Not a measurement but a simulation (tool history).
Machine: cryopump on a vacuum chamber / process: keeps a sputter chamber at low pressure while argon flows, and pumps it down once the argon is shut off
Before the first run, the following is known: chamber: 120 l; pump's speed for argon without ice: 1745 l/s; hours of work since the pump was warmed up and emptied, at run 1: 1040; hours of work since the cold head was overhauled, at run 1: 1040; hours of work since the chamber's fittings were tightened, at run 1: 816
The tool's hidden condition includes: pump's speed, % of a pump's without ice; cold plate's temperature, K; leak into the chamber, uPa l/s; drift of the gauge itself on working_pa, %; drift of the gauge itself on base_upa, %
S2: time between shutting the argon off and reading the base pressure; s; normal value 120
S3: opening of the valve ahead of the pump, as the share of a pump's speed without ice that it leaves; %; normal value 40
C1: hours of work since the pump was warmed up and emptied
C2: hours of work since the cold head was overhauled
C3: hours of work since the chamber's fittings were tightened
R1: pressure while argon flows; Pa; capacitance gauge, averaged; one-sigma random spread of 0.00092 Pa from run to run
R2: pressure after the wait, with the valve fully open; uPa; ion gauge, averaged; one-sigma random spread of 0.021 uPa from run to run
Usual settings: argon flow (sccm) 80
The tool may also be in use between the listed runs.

run 1 hour=0 | argon_flow_(sccm)=80 S2=120 S3=40 | C1=1040 C2=1040 C3=816 | R1=0.2193 R2=1.31
run 2 hour=69.1 | argon_flow_(sccm)=80 S2=120 S3=40 | C1=1096 C2=1096 C3=872 | R1=0.2228 R2=1.4
run 3 hour=108.2 | argon_flow_(sccm)=80 S2=120 S3=40 | C1=1128 C2=1128 C3=904 | R1=0.2227 R2=1.46
-- hour=160.6 pump warmed up, emptied and cooled again
run 4 hour=192.1 | argon_flow_(sccm)=80 S2=120 S3=23 | C1=25 C2=1192 C3=968 | R1=0.34 R2=1.2
run 5 hour=238.5 | argon_flow_(sccm)=80 S2=120 S3=40 | C1=63 C2=1229 C3=1005 | R1=0.1969 R2=1.22
-- hour=271.4 leaking fittings of the chamber tightened, without venting
run 6 hour=305.7 | argon_flow_(sccm)=80 S2=120 S3=18 | C1=116 C2=1282 C3=28 | R1=0.4376 R2=0.47
run 7 hour=390.6 | argon_flow_(sccm)=80 S2=120 S3=18 | C1=184 C2=1351 C3=96 | R1=0.4387 R2=0.51
run 8 hour=463.1 | argon_flow_(sccm)=80 S2=120 S3=18 | C1=243 C2=1409 C3=155 | R1=0.4394 R2=0.63
run 9 hour=553.7 | argon_flow_(sccm)=80 S2=120 S3=40 | C1=316 C2=1482 C3=228 | R1=0.2018 R2=0.65
run 10 hour=594.9 | argon_flow_(sccm)=80 S2=25 S3=40 | C1=350 C2=1516 C3=262 | R1=0.2015 R2=1.56
run 11 hour=656 | argon_flow_(sccm)=45 S2=120 S3=40 | C1=399 C2=1565 C3=311 | R1=0.1144 R2=0.76
run 12 hour=747.2 | argon_flow_(sccm)=45 S2=120 S3=40 | C1=473 C2=1639 C3=385 | R1=0.1154 R2=0.84
run 13 hour=813.3 | argon_flow_(sccm)=80 S2=120 S3=31 | C1=526 C2=1692 C3=438 | R1=0.2635 R2=0.84
run 14 hour=880.8 | argon_flow_(sccm)=80 S2=120 S3=31 | C1=581 C2=1747 C3=493 | R1=0.2663 R2=0.97
run 15 hour=930.9 | argon_flow_(sccm)=80 S2=120 S3=31 | C1=621 C2=1787 C3=533 | R1=0.2669 R2=1
run 16 hour=988.8 | argon_flow_(sccm)=48 S2=99 S3=50 | C1=668 C2=1834 C3=580 | R1=0.1038 R2=1.11
run 17 hour=1075 | argon_flow_(sccm)=36 S2=120 S3=40 | C1=738 C2=1904 C3=650 | R1=0.0948 R2=1.19
run 18 hour=1141.8 | argon_flow_(sccm)=53 S2=62 S3=40 | C1=792 C2=1958 C3=704 | R1=0.1417 R2=1.42

For run 19, what comes out?
run 19 hour=1227.1 | argon_flow_(sccm)=53 S2=138 S3=57 | C1=861 C2=2027 C3=773 | R1=? R2=?

R1: 0.1049 Pa
R2: 1.23 uPa
Were there no unlogged condition in the tool, this run, its random variation unchanged, would have produced R1 0.0902 Pa, R2 0.35 uPa.

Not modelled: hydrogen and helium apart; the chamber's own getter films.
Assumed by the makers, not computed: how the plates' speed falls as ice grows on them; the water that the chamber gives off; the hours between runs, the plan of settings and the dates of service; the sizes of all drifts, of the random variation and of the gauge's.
